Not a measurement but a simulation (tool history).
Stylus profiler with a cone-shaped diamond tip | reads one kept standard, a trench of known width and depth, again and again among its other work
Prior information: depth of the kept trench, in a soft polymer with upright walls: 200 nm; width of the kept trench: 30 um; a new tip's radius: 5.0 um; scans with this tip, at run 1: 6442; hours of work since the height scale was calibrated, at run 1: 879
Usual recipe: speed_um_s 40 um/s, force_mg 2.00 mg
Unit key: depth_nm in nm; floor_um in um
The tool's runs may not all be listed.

| run | hour | speed_um_s | force_mg | scans with this tip | hours of work since the height scale was calibrated | depth_nm | floor_um |
|---|---|---|---|---|---|---|---|
| 1 | 0.0 | 40 | 2.00 | 6442 | 879 | 202.42 | 26.42 |
| 2 | 106.6 | 40 | 1.13 | 6922 | 944 | 201.27 | 26.37 |
| 3 | 199.2 | 40 | 1.13 | 7339 | 1001 | 201.42 | 26.30 |
| 4 | 281.0 | 40 | 0.68 | 7708 | 1052 | 200.65 | 26.18 |
| 5 | 371.3 | 40 | 2.00 | 8115 | 1107 | 202.10 | 26.25 |
| 6 | 464.0 | 40 | 1.77 | 8533 | 1164 | 201.81 | 26.28 |
| 7 | 538.5 | 40 | 1.77 | 8868 | 1210 | 201.92 | 26.28 |
| 8 | 654.4 | 20 | 2.00 | 9390 | 1281 | 201.87 | 26.30 |
| 9 | 754.9 | 40 | 1.04 | 9843 | 1343 | 200.64 | 26.05 |
| 10 | 855.5 | 40 | 1.04 | 10296 | 1405 | 200.83 | 26.03 |
| 11 | 954.6 | 40 | 1.20 | 10743 | 1466 | 201.09 | 26.09 |
| 12 | 1031.0 | 40 | 2.00 | 11087 | 1513 | 201.70 | 26.10 |
| 13 | 1087.1 | 40 | 3.65 | 11340 | 1547 | 203.16 | 26.07 |
| 14 | 1196.9 | 40 | 2.00 | 11834 | 1615 | 201.62 | 26.05 |
| 15 | 1301.7 | 40 | 2.00 | 12307 | 1679 | 201.72 | 26.01 |
| 16 | 1363.5 | 40 | 2.00 | 12585 | 1717 | 201.70 | 25.97 |
| 17 | 1410.5 | 29 | 2.00 | 12797 | 1746 | 201.55 | 25.97 |
| 18 | 1517.1 | 35 | 2.00 | 13277 | 1812 | 201.47 | 25.93 |
|  | 1566.0 | height scale calibrated on a step standard |
| 19 | 1583.0 | 35 | 2.00 | 13572 | 10 | 202.89 | 25.97 |
| 20 | 1690.0 | 40 | 2.68 | 14054 | 76 | 203.45 | 25.90 |
| 21 | 1752.8 | 112 | 2.00 | 14337 | 115 | 202.75 | 25.46 |
| 22 | 1851.3 | 112 | 2.00 | 14781 | 175 | 202.55 | 25.43 |
| 23 | 1951.8 | 20 | 2.00 | 15233 | 237 | 202.64 | 25.87 |
| 24 | 1999.6 | 28 | 3.02 | 15449 | 267 | 203.34 | 25.85 |
| 25 | 2076.8 | 28 | 3.02 | 15796 | 314 | 203.35 | 25.83 |
| 26 | 2170.7 | 82 | 2.62 | 16219 | 372 | 203.16 | 25.54 |
| 27 | 2269.8 | 61 | 1.37 | 16666 | 433 | 201.85 | 25.51 |
| 28 | 2385.1 | 64 | 1.47 | 17186 | 504 | 201.89 | 25.49 |
| 29 | 2481.7 | 15 | 2.79 | 17621 | 563 | 203.09 | 25.78 |
| 30 | 2531.6 | 15 | 2.79 | 17845 | 594 | 202.97 | 25.76 |
| 31 | 2613.5 | 51 | 1.88 | 18215 | 644 | 202.19 | 25.55 |
| 32 | 2664.4 | 137 | 3.36 | 18444 | 675 | 203.50 | 25.19 |
| 33 | 2771.7 | 32 | 1.86 | 18927 | 741 | 202.19 | 25.56 |
| 34 | 2818.3 | 54 | 0.67 | 19137 | 770 | 200.69 | 25.26 |
|  | 2907.0 | new tip fitted, height scale calibrated |
| 35 | 2913.7 | 40 | 5.62 | 30 | 4 | 205.70 | 27.12 |
| 36 | 2964.0 | 29 | 0.98 | 257 | 35 | 201.72 | 26.99 |
| 37 | 3011.4 | 25 | 1.77 | 470 | 64 | 202.45 | 27.08 |
| 38 | 3126.4 | 25 | 1.77 | 988 | 135 | 202.48 | 27.03 |
| 39 | 3223.4 | 19 | 3.38 | 1425 | 195 | 203.84 | 26.98 |
| 40 | 3329.3 | 19 | 3.38 | 1902 | 260 | 203.90 | 26.93 |
| 41 | 3400.6 | 22 | 0.96 | 2224 | 303 | 201.61 | 26.84 |
| 42 | 3482.0 | 93 | 0.85 | 2591 | 353 | 201.57 | 26.18 |
| 43 | 3593.1 | 93 | 0.85 | 3091 | 422 | 201.23 | 26.17 |
| 44 | 3695.7 | 93 | 0.85 | 3553 | 485 | 201.36 | 26.12 |
| 45 | 3803.3 | 111 | 2.00 | 4038 | 551 | 202.36 | 26.20 |

Predict each of these 4 candidate next runs independently; none follows another, all start after run 45:
| A | 3883.7 | 24 | 2.00 | 4400 | 600 | ? | ? |
| B | 3883.7 | 111 | 5.68 | 4400 | 600 | ? | ? |
| C | 3883.7 | 23 | 1.98 | 4400 | 600 | ? | ? |
| D | 3883.7 | 17 | 2.00 | 4400 | 600 | ? | ? |

| run | depth_nm | floor_um |
|---|---|---|
| A | 202.28 | 26.71 |
| B | 205.33 | 26.47 |
| C | 202.42 | 26.67 |
| D | 202.37 | 26.72 |
Without the tool's unlogged condition, the same runs would have read:
| run | depth_nm | floor_um |
|---|---|---|
| A | 202.68 | 27.08 |
| B | 205.73 | 26.84 |
| C | 202.82 | 27.04 |
| D | 202.77 | 27.09 |
